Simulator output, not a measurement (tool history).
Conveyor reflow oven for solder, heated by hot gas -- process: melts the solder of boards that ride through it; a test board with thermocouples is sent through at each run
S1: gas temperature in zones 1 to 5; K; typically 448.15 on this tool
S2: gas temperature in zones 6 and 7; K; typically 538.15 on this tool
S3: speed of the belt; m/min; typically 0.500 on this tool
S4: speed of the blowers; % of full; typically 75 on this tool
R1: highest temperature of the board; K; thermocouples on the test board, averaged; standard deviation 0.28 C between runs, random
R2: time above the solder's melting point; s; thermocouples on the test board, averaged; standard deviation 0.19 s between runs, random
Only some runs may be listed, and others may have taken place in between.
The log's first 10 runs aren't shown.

{"run": 11, "day": 10.45, "S1": 448.15, "S2": 538.15, "S3": 0.5, "S4": 75, "R1": 523.55, "R2": 53.2}
{"run": 12, "day": 11.204, "S1": 448.15, "S2": 538.15, "S3": 0.57, "S4": 75, "R1": 519.15, "R2": 42.9}
{"run": 13, "day": 12.125, "S1": 448.15, "S2": 538.15, "S3": 0.57, "S4": 75, "R1": 519.25, "R2": 42.7}
{"run": 14, "day": 12.888, "S1": 448.15, "S2": 538.15, "S3": 0.5, "S4": 75, "R1": 522.95, "R2": 52.8}
{"run": 15, "day": 14.058, "S1": 448.15, "S2": 538.15, "S3": 0.5, "S4": 75, "R1": 523.05, "R2": 52.8}
{"run": 16, "day": 15.138, "S1": 451.15, "S2": 545.15, "S3": 0.572, "S4": 56, "R1": 518.55, "R2": 41.7}
{"day": 15.392, "done": "belt drive overhauled, speed set with a stopwatch"}
{"run": 17, "day": 16.258, "S1": 448.15, "S2": 533.15, "S3": 0.5, "S4": 75, "R1": 518.15, "R2": 49.8}
{"run": 18, "day": 16.921, "S1": 451.15, "S2": 530.15, "S3": 0.457, "S4": 75, "R1": 518.05, "R2": 56.7}
{"day": 17.621, "done": "belt drive overhauled, speed set with a stopwatch, once more"}
{"run": 19, "day": 17.812, "S1": 451.15, "S2": 530.15, "S3": 0.55, "S4": 75, "R1": 513.45, "R2": 40.5}
{"run": 20, "day": 18.417, "S1": 451.15, "S2": 530.15, "S3": 0.55, "S4": 75, "R1": 512.95, "R2": 40.6}
{"run": 21, "day": 19.162, "S1": 451.15, "S2": 530.15, "S3": 0.519, "S4": 75, "R1": 515.35, "R2": 44.9}
{"run": 22, "day": 19.75, "S1": 451.15, "S2": 530.15, "S3": 0.519, "S4": 75, "R1": 514.65, "R2": 44.7}
{"run": 23, "day": 21.0, "S1": 451.15, "S2": 530.15, "S3": 0.519, "S4": 75, "R1": 514.95, "R2": 44.7}
{"day": 22.55, "done": "flux residue cleaned out of gas plates and filters"}
{"run": 24, "day": 22.575, "S1": 438.15, "S2": 531.15, "S3": 0.401, "S4": 54, "R1": 517.55, "R2": 57.4}
{"run": 25, "day": 23.288, "S1": 447.15, "S2": 531.15, "S3": 0.401, "S4": 54, "R1": 518.15, "R2": 62.1}
{"run": 26, "day": 24.162, "S1": 458.15, "S2": 551.15, "S3": 0.5, "S4": 86, "R1": 540.15, "R2": 65.5}
{"run": 27, "day": 25.417, "S1": 458.15, "S2": 551.15, "S3": 0.5, "S4": 86, "R1": 539.05, "R2": 65.5}
{"run": 28, "day": 26.029, "S1": 448.15, "S2": 547.15, "S3": 0.437, "S4": 75, "R1": 535.85, "R2": 69.8}
{"run": 29, "day": 26.883, "S1": 455.15, "S2": 547.15, "S3": 0.437, "S4": 65, "R1": 533.85, "R2": 71.5}
{"run": 30, "day": 27.854, "S1": 459.15, "S2": 531.15, "S3": 0.577, "S4": 62, "R1": 512.65, "R2": 39.6}

Branching from run 30: 3 alternative next runs. What would each branch give?
{"run": "A", "day": 28.933, "S1": 459.15, "S2": 536.15, "S3": 0.457, "S4": 63, "R1": "?", "R2": "?"}
{"run": "B", "day": 28.933, "S1": 448.15, "S2": 538.15, "S3": 0.401, "S4": 75, "R1": "?", "R2": "?"}
{"run": "C", "day": 28.933, "S1": 448.15, "S2": 538.15, "S3": 0.582, "S4": 75, "R1": "?", "R2": "?"}

run=A R1=523.35 R2=63.0
run=B R1=528.75 R2=72.9
run=C R1=518.95 R2=41.5
Without the tool's unlogged condition, the same runs would have read:
run=A R1=524.95 R2=64.2
run=B R1=530.35 R2=74.0
run=C R1=520.75 R2=43.0

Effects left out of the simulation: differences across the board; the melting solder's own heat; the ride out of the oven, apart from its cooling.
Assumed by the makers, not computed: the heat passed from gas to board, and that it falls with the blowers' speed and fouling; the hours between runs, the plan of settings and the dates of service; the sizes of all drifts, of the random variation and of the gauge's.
